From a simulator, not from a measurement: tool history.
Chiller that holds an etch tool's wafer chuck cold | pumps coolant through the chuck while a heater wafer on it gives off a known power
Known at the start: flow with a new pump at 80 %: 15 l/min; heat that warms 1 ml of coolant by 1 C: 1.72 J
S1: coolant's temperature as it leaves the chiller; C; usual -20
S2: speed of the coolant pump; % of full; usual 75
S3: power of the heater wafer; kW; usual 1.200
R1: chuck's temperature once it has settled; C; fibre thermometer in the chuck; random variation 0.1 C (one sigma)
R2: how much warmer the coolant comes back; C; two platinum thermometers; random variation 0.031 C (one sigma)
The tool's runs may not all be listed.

Run 1, hour 0.0: usual settings. Result: R1 -2.5 C, R2 3.28 C.
Run 2, hour 75.5: usual settings. Result: R1 -2.5 C, R2 3.33 C.
Run 3, hour 238.3: usual settings. Result: R1 -2.4 C, R2 3.33 C.
Run 4, hour 357.7: usual settings. Result: R1 -2.3 C, R2 3.26 C.
Run 5, hour 451.3: usual settings. Result: R1 -2.2 C, R2 3.28 C.
Run 6, hour 561.2: usual settings. Result: R1 -2.3 C, R2 3.34 C.
Run 7, hour 661.4: usual settings. Result: R1 -2.1 C, R2 3.33 C.
Run 8, hour 801.9: usual settings but S1 -25 C, S2 78 % of full. Result: R1 -7.2 C, R2 3.28 C.
Run 9, hour 947.7: usual settings but S1 -25 C, S2 78 % of full. Result: R1 -7.0 C, R2 3.35 C.
Run 10, hour 1095.7: usual settings but S3 1.132 kW. Result: R1 -2.4 C, R2 3.28 C.
Run 11, hour 1253.6: usual settings but S1 -10 C, S2 89 % of full. Result: R1 5.5 C, R2 2.49 C.
Run 12, hour 1329.5: usual settings but S1 -24 C, S2 90 % of full. Result: R1 -8.2 C, R2 2.45 C.
Run 13, hour 1455.0: usual settings but S1 -27 C. Result: R1 -9.6 C, R2 2.99 C.
Run 14, hour 1544.6: usual settings but S1 -18 C, S2 60 % of full, S3 0.759 kW. Result: R1 -5.3 C, R2 2.46 C.

Taken out of this log: 2 entries between the listed runs. Where each belongs, and how the hidden state differs across it:
Between runs 7 and 8: coolant pump overhauled (hour 678.8)
  heat passed by the chuck's channels, % of clean ones': 82.6 -> 82.1; flow at a given pump speed, % of a new pump's: 89.5 -> 86.4; coolant's true temperature over the reading, C: 0.11 -> 0.12
  measured less the result without the state, R1: +3.8 -> +4.1 C; R2: +0.35 -> +0.45 C
Between runs 10 and 11: coolant pump overhauled, once more (hour 1123.4)
  heat passed by the chuck's channels, % of clean ones': 81.2 -> 80.7; flow at a given pump speed, % of a new pump's: 85.9 -> 100; coolant's true temperature over the reading, C: 0.16 -> 0.18
  measured less the result without the state, R1: +4.2 -> +2.9 C; R2: +0.46 -> +0.00 C
